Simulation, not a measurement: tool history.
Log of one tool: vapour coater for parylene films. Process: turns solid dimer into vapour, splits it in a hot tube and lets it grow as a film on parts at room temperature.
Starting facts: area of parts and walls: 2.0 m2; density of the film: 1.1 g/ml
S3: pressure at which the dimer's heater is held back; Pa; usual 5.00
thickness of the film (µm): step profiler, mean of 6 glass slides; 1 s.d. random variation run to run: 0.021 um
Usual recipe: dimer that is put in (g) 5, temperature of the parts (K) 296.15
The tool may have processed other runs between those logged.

{"run": 1, "hour": 0.0, "dimer that is put in (g)": 5, "temperature of the parts (K)": 296.15, "S3": 5.0, "thickness of the film (µm)": 1.2}
{"run": 2, "hour": 39.5, "dimer that is put in (g)": 5, "temperature of the parts (K)": 296.15, "S3": 5.0, "thickness of the film (µm)": 1.28}
{"run": 3, "hour": 78.6, "dimer that is put in (g)": 5, "temperature of the parts (K)": 296.15, "S3": 5.0, "thickness of the film (µm)": 1.24}
{"run": 4, "hour": 129.5, "dimer that is put in (g)": 5, "temperature of the parts (K)": 296.15, "S3": 5.0, "thickness of the film (µm)": 1.22}
{"hour": 157.3, "done": "trap's valve overhauled"}
{"run": 5, "hour": 177.0, "dimer that is put in (g)": 5, "temperature of the parts (K)": 296.15, "S3": 5.0, "thickness of the film (µm)": 1.18}
{"run": 6, "hour": 236.4, "dimer that is put in (g)": 5, "temperature of the parts (K)": 296.15, "S3": 5.0, "thickness of the film (µm)": 1.22}
{"run": 7, "hour": 272.0, "dimer that is put in (g)": 5, "temperature of the parts (K)": 296.15, "S3": 5.0, "thickness of the film (µm)": 1.2}
{"run": 8, "hour": 332.3, "dimer that is put in (g)": 5, "temperature of the parts (K)": 296.15, "S3": 5.0, "thickness of the film (µm)": 1.19}
{"hour": 372.4, "done": "trap's valve overhauled, once more"}
{"run": 9, "hour": 374.5, "dimer that is put in (g)": 5, "temperature of the parts (K)": 296.15, "S3": 3.32, "thickness of the film (µm)": 1.42}
{"run": 10, "hour": 430.9, "dimer that is put in (g)": 5, "temperature of the parts (K)": 296.15, "S3": 3.32, "thickness of the film (µm)": 1.44}
{"run": 11, "hour": 458.7, "dimer that is put in (g)": 5, "temperature of the parts (K)": 296.15, "S3": 3.32, "thickness of the film (µm)": 1.46}
{"run": 12, "hour": 491.9, "dimer that is put in (g)": 5, "temperature of the parts (K)": 296.15, "S3": 5.0, "thickness of the film (µm)": 1.41}
{"run": 13, "hour": 520.5, "dimer that is put in (g)": 5, "temperature of the parts (K)": 296.15, "S3": 5.0, "thickness of the film (µm)": 1.37}
{"run": 14, "hour": 546.9, "dimer that is put in (g)": 5, "temperature of the parts (K)": 296.15, "S3": 5.0, "thickness of the film (µm)": 1.41}
{"run": 15, "hour": 574.3, "dimer that is put in (g)": 5, "temperature of the parts (K)": 296.15, "S3": 5.46, "thickness of the film (µm)": 1.34}
{"run": 16, "hour": 637.7, "dimer that is put in (g)": 5, "temperature of the parts (K)": 296.15, "S3": 5.46, "thickness of the film (µm)": 1.34}
{"run": 17, "hour": 687.0, "dimer that is put in (g)": 5, "temperature of the parts (K)": 296.15, "S3": 5.46, "thickness of the film (µm)": 1.35}
{"run": 18, "hour": 737.0, "dimer that is put in (g)": 5, "temperature of the parts (K)": 296.15, "S3": 5.46, "thickness of the film (µm)": 1.34}
{"run": 19, "hour": 780.8, "dimer that is put in (g)": 5, "temperature of the parts (K)": 296.15, "S3": 5.46, "thickness of the film (µm)": 1.31}
{"run": 20, "hour": 807.9, "dimer that is put in (g)": 5, "temperature of the parts (K)": 296.15, "S3": 3.02, "thickness of the film (µm)": 1.4}
{"run": 21, "hour": 849.0, "dimer that is put in (g)": 5, "temperature of the parts (K)": 296.15, "S3": 3.02, "thickness of the film (µm)": 1.35}
{"run": 22, "hour": 904.9, "dimer that is put in (g)": 5, "temperature of the parts (K)": 296.15, "S3": 5.0, "thickness of the film (µm)": 1.3}
{"run": 23, "hour": 944.4, "dimer that is put in (g)": 6, "temperature of the parts (K)": 295.15, "S3": 7.17, "thickness of the film (µm)": 1.59}
{"run": 24, "hour": 979.0, "dimer that is put in (g)": 3, "temperature of the parts (K)": 291.15, "S3": 5.72, "thickness of the film (µm)": 0.92}
{"run": 25, "hour": 1026.8, "dimer that is put in (g)": 3, "temperature of the parts (K)": 292.15, "S3": 5.79, "thickness of the film (µm)": 0.9}
{"run": 26, "hour": 1064.6, "dimer that is put in (g)": 2, "temperature of the parts (K)": 297.15, "S3": 5.0, "thickness of the film (µm)": 0.52}
{"run": 27, "hour": 1106.2, "dimer that is put in (g)": 8, "temperature of the parts (K)": 288.15, "S3": 3.06, "thickness of the film (µm)": 2.67}
{"run": 28, "hour": 1152.5, "dimer that is put in (g)": 8, "temperature of the parts (K)": 288.15, "S3": 3.06, "thickness of the film (µm)": 2.69}
{"run": 29, "hour": 1184.6, "dimer that is put in (g)": 8, "temperature of the parts (K)": 288.15, "S3": 3.06, "thickness of the film (µm)": 2.64}
{"run": 30, "hour": 1236.6, "dimer that is put in (g)": 8, "temperature of the parts (K)": 288.15, "S3": 3.06, "thickness of the film (µm)": 2.65}
{"run": 31, "hour": 1300.6, "dimer that is put in (g)": 6, "temperature of the parts (K)": 293.15, "S3": 5.0, "thickness of the film (µm)": 1.63}
{"hour": 1321.8, "done": "trap's valve overhauled"}
{"run": 32, "hour": 1345.1, "dimer that is put in (g)": 6, "temperature of the parts (K)": 293.15, "S3": 5.0, "thickness of the film (µm)": 1.87}
{"run": 33, "hour": 1374.9, "dimer that is put in (g)": 5, "temperature of the parts (K)": 293.15, "S3": 4.56, "thickness of the film (µm)": 1.58}
{"run": 34, "hour": 1411.9, "dimer that is put in (g)": 7, "temperature of the parts (K)": 293.15, "S3": 11.08, "thickness of the film (µm)": 1.99}
{"run": 35, "hour": 1469.2, "dimer that is put in (g)": 3, "temperature of the parts (K)": 295.15, "S3": 3.34, "thickness of the film (µm)": 0.88}
{"run": 36, "hour": 1529.4, "dimer that is put in (g)": 9, "temperature of the parts (K)": 292.15, "S3": 3.88, "thickness of the film (µm)": 2.85}
{"run": 37, "hour": 1587.4, "dimer that is put in (g)": 9, "temperature of the parts (K)": 292.15, "S3": 3.88, "thickness of the film (µm)": 2.84}
{"run": 38, "hour": 1629.4, "dimer that is put in (g)": 5, "temperature of the parts (K)": 291.15, "S3": 5.0, "thickness of the film (µm)": 1.61}
{"run": 39, "hour": 1660.8, "dimer that is put in (g)": 5, "temperature of the parts (K)": 291.15, "S3": 5.0, "thickness of the film (µm)": 1.63}
{"run": 40, "hour": 1689.3, "dimer that is put in (g)": 6, "temperature of the parts (K)": 305.15, "S3": 8.64, "thickness of the film (µm)": 1.19}
{"run": 41, "hour": 1751.4, "dimer that is put in (g)": 2, "temperature of the parts (K)": 303.15, "S3": 4.31, "thickness of the film (µm)": 0.42}
{"run": 42, "hour": 1795.2, "dimer that is put in (g)": 4, "temperature of the parts (K)": 288.15, "S3": 6.98, "thickness of the film (µm)": 1.35}
{"run": 43, "hour": 1821.3, "dimer that is put in (g)": 6, "temperature of the parts (K)": 294.15, "S3": 7.62, "thickness of the film (µm)": 1.63}

Table of differences, measured result less the result of that run with no hidden state. Run-to-run variation is the same in both. Gauge scatter possibly is not:
What the log doesn't record here: vapour lost through the trap's worn valve, %; true temperature of the parts over the reading, C; drift of the gauge itself on film_um, %.
run=1 thickness_of_the_film_(µm)=-0.14
run=2 thickness_of_the_film_(µm)=-0.14
run=3 thickness_of_the_film_(µm)=-0.14
run=4 thickness_of_the_film_(µm)=-0.16
run=5 thickness_of_the_film_(µm)=-0.19
run=6 thickness_of_the_film_(µm)=-0.20
run=7 thickness_of_the_film_(µm)=-0.21
run=8 thickness_of_the_film_(µm)=-0.21
run=9 thickness_of_the_film_(µm)=+0.00
run=10 thickness_of_the_film_(µm)=-0.01
run=11 thickness_of_the_film_(µm)=-0.01
run=12 thickness_of_the_film_(µm)=-0.01
run=13 thickness_of_the_film_(µm)=-0.02
run=14 thickness_of_the_film_(µm)=-0.02
run=15 thickness_of_the_film_(µm)=-0.03
run=16 thickness_of_the_film_(µm)=-0.04
run=17 thickness_of_the_film_(µm)=-0.04
run=18 thickness_of_the_film_(µm)=-0.06
run=19 thickness_of_the_film_(µm)=-0.06
run=20 thickness_of_the_film_(µm)=-0.07
run=21 thickness_of_the_film_(µm)=-0.08
run=22 thickness_of_the_film_(µm)=-0.09
run=23 thickness_of_the_film_(µm)=-0.12
run=24 thickness_of_the_film_(µm)=-0.06
run=25 thickness_of_the_film_(µm)=-0.07
run=26 thickness_of_the_film_(µm)=-0.04
run=27 thickness_of_the_film_(µm)=-0.24
run=28 thickness_of_the_film_(µm)=-0.27
run=29 thickness_of_the_film_(µm)=-0.27
run=30 thickness_of_the_film_(µm)=-0.29
run=31 thickness_of_the_film_(µm)=-0.20
run=32 thickness_of_the_film_(µm)=+0.03
run=33 thickness_of_the_film_(µm)=+0.02
run=34 thickness_of_the_film_(µm)=+0.01
run=35 thickness_of_the_film_(µm)=+0.00
run=36 thickness_of_the_film_(µm)=-0.02
run=37 thickness_of_the_film_(µm)=-0.04
run=38 thickness_of_the_film_(µm)=-0.03
run=39 thickness_of_the_film_(µm)=-0.04
run=40 thickness_of_the_film_(µm)=-0.03
run=41 thickness_of_the_film_(µm)=-0.02
run=42 thickness_of_the_film_(µm)=-0.05
run=43 thickness_of_the_film_(µm)=-0.07
